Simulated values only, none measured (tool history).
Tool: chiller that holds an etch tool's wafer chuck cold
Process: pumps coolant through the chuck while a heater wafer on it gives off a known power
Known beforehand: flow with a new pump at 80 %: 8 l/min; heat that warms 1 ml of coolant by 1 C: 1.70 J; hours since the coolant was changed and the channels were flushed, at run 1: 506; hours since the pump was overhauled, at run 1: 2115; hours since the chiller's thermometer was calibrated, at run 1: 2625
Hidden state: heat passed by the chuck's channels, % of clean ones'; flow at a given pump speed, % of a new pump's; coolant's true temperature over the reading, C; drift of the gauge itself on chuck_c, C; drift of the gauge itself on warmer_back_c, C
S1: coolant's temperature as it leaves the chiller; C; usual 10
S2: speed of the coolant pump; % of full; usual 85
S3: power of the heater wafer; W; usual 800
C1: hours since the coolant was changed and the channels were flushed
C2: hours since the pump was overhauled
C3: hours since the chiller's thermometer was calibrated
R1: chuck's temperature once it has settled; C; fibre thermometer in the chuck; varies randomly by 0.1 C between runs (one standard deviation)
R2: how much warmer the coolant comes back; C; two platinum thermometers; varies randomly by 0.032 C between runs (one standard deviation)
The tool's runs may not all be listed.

run	day	S1	S2	S3	C1	C2	C3	R1	R2
1	0.000	10	85	800	506	2115	2625	17.7	3.47
2	5.604	10	85	800	641	2250	2760	18.0	3.48
3	11.629	10	85	800	785	2394	2904	18.0	3.59
4	18.092	10	71	800	940	2549	3059	19.4	4.39
5	22.525	10	71	800	1047	2656	3166	19.4	4.32
6	27.117	10	71	800	1157	2766	3276	19.5	4.38
# day 28.117: chiller's thermometer calibrated
7	32.308	10	85	800	1280	2889	101	17.6	3.67
8	39.250	10	85	800	1447	3056	267	17.4	3.60
9	46.329	10	85	800	1617	3226	437	17.7	3.65
10	50.033	10	85	800	1706	3315	526	18.0	3.67
11	56.004	10	92	800	1849	3458	669	17.5	3.38
12	62.362	10	92	800	2002	3611	822	17.5	3.43
13	69.612	10	92	800	2176	3785	996	17.3	3.46
14	73.396	10	85	800	2267	3876	1087	18.2	3.70
15	77.683	10	85	800	2370	3978	1190	18.3	3.74
16	84.575	10	62	800	2535	4144	1355	21.1	5.35
17	89.812	0	65	800	2661	4270	1481	10.7	5.05
18	93.300	0	65	800	2744	4353	1564	11.0	5.04
19	96.633	12	85	414	2824	4433	1644	16.6	1.96
20	103.742	18	67	1192	2995	4604	1815	33.7	7.40
21	106.833	10	79	439	3069	4678	1889	15.3	2.30
22	110.075	10	79	439	3147	4756	1967	15.4	2.28
23	116.425	17	68	800	3299	4908	2119	27.8	4.89
24	123.504	17	68	800	3469	5078	2289	27.7	4.92
25	129.288	17	78	857	3608	5217	2428	27.3	4.62
26	132.379	13	61	445	3682	5291	2502	20.1	3.15

The next listed run, before its measurement:
27	135.542	13	61	445	3758	5367	2578	?	?

Run 27 yielded R1 20.0 C, R2 3.12 C.
If the tool had no hidden condition, the same run with the same run-to-run variation would have returned R1 18.0 C, R2 2.63 C.
